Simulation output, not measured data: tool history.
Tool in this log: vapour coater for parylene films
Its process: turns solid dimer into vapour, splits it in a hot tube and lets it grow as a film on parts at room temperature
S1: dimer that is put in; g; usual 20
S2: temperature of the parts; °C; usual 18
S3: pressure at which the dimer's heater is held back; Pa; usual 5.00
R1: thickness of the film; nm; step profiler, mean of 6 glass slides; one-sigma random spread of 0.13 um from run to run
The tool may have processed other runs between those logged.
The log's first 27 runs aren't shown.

| run | hour | S1 | S2 | S3 | R1 |
|---|---|---|---|---|---|
| 28 | 308.4 | 15 | 18 | 10.06 | 10870 |
| 29 | 320.7 | 15 | 18 | 10.06 | 10840 |
| 30 | 328.7 | 14 | 22 | 2.23 | 10070 |
| 31 | 341.2 | 20 | 14 | 2.73 | 19120 |
| 32 | 349.5 | 20 | 20 | 5.00 | 14490 |
| 33 | 356.8 | 20 | 18 | 5.00 | 15330 |
| 34 | 365.7 | 20 | 19 | 6.14 | 14570 |
| 35 | 378.5 | 20 | 19 | 6.14 | 14590 |
| 36 | 385.6 | 18 | 26 | 5.00 | 10080 |
| 37 | 392.6 | 10 | 20 | 5.00 | 7030 |
| 38 | 404.3 | 12 | 20 | 5.37 | 8520 |
| 39 | 415.3 | 12 | 20 | 5.37 | 8270 |
| 40 | 422.1 | 12 | 20 | 5.37 | 8330 |
| 41 | 435.0 | 32 | 15 | 5.00 | 27320 |
| 42 | 442.6 | 13 | 24 | 6.57 | 7610 |
| 43 | 451.8 | 13 | 19 | 4.15 | 9810 |
| 44 | 459.7 | 13 | 19 | 4.15 | 9650 |

Forecast each of these 3 alternatives for the next run:
| A | 470.3 | 10 | 10 | 5.41 | ? |
| B | 470.3 | 13 | 15 | 4.15 | ? |
| C | 470.3 | 33 | 29 | 4.24 | ? |

| run | R1 |
|---|---|
| A | 10320 |
| B | 11270 |
| C | 16400 |
What these runs would have given with no unlogged condition in the tool:
| run | R1 |
|---|---|
| A | 10950 |
| B | 11960 |
| C | 17400 |

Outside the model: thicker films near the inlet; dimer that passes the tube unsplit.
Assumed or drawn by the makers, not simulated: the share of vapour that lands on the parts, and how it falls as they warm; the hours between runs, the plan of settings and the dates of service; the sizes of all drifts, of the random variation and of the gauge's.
